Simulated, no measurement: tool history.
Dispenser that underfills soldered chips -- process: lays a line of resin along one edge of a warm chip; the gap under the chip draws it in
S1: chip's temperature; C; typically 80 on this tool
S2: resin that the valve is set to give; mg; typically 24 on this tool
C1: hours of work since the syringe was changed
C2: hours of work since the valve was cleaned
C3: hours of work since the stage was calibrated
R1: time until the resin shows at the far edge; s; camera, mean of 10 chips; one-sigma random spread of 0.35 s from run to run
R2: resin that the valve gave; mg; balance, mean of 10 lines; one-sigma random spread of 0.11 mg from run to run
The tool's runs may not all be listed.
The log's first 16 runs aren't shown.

run	hour	S1	S2	C1	C2	C3	R1	R2
17	59.6	90	24	5	69	124	15.9	22.88
18	61.7	80	24	7	71	126	25.6	22.69
19	66	83	24	10	74	129	26.6	22.8
20	68.8	83	24	12	76	131	29.2	22.58
# hour 69.3: new syringe of resin
21	71.1	73	29.4	1	77	132	25.8	27.94
22	73.6	90	29.4	3	79	134	13.5	27.8
23	77	83	22	5	81	136	20.6	20.63
24	79.9	83	21	7	83	138	23.6	19.68
# hour 82.7: dispensing valve cleaned and set on the balance
25	83.2	65	21	9	0	140	58.2	21
26	86.1	87	25.5	11	2	142	22.1	25.33
# hour 87.5: new syringe of resin
27	90.1	92	23.9	2	5	144	11.7	23.77
28	92.6	71	27	4	7	146	33.1	26.87
29	96	71	27	6	9	148	36.8	26.84
30	98.5	71	27	8	11	150	40.1	26.74
31	102.6	71	26.1	10	14	153	45.4	25.72
# hour 104.6: new syringe of resin
32	106.6	66	26.7	1	16	156	37.5	26.47
33	110.1	66	26.7	4	19	158	41.7	26.33
34	112.2	73	22.1	5	20	160	33.4	21.81
35	114.4	93	29.9	7	22	161	14.2	29.37
36	118.4	93	29.9	10	24	164	16.6	29.43
# hour 121.6: new syringe of resin
37	121.8	85	26.7	0	27	166	14.7	26.26

Consider 3 possible next runs. They are alternatives, not a sequence: every one starts from the tool as it was left by run 37. What does each give?
A	126.3	72	26.1	3	30	169	?	?
B	126.3	90	23.3	3	30	169	?	?
C	126.3	75	26.2	3	30	169	?	?

run	R1	R2
A	31	25.61
B	13.7	22.77
C	27.3	25.54
With no hidden state in the tool, these same runs would have given:
run	R1	R2
A	25.2	26.17
B	11.2	23.26
C	22.3	26.1

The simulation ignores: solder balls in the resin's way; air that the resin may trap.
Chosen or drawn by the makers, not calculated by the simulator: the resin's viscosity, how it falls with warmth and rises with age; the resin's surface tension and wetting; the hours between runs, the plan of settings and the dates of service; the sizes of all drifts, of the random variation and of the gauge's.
